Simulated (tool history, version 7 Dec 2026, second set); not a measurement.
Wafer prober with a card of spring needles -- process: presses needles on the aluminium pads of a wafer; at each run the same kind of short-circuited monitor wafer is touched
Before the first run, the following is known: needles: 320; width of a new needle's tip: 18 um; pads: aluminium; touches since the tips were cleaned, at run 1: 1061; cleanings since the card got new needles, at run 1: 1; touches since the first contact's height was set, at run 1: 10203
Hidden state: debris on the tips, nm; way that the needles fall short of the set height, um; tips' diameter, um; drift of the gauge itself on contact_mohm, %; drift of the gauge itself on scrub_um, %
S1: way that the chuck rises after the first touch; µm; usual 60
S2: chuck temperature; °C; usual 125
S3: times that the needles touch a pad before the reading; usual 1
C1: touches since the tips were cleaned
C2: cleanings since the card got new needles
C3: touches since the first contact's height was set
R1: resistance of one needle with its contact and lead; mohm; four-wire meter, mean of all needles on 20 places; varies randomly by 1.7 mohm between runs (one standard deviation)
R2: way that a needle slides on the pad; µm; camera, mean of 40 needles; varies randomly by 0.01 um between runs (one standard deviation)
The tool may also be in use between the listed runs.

run	hour	S1	S2	S3	C1	C2	C3	R1	R2
1	0.0	60	125	1	1061	1	10203	171	8.16
2	10.6	60	125	1	6152	1	15294	168	8.19
# hour 15.4: tips cleaned on abrasive film
3	19.4	60	125	1	1925	2	19478	172	8.19
4	31.6	60	125	1	7781	2	25334	172	8.18
# hour 33.8: tips cleaned on abrasive film
5	42.1	60	125	1	3969	3	30288	172	8.17
6	48.0	60	125	1	6794	3	33113	170	8.16
# hour 51.3: tips cleaned on abrasive film
7	60.2	59	125	1	4304	4	38960	172	8.04
# hour 68.7: tips cleaned on abrasive film
8	69.6	59	125	1	428	5	43409	169	8.03

Estimate the outcome of run 9 from the log above:
9	81.8	59	125	1	6252	5	49233	?	?

Run 9 yielded R1 172 mohm, R2 8.01 µm.
Without the tool's hidden state the same run would have given R1 172 mohm, R2 8.02 µm.
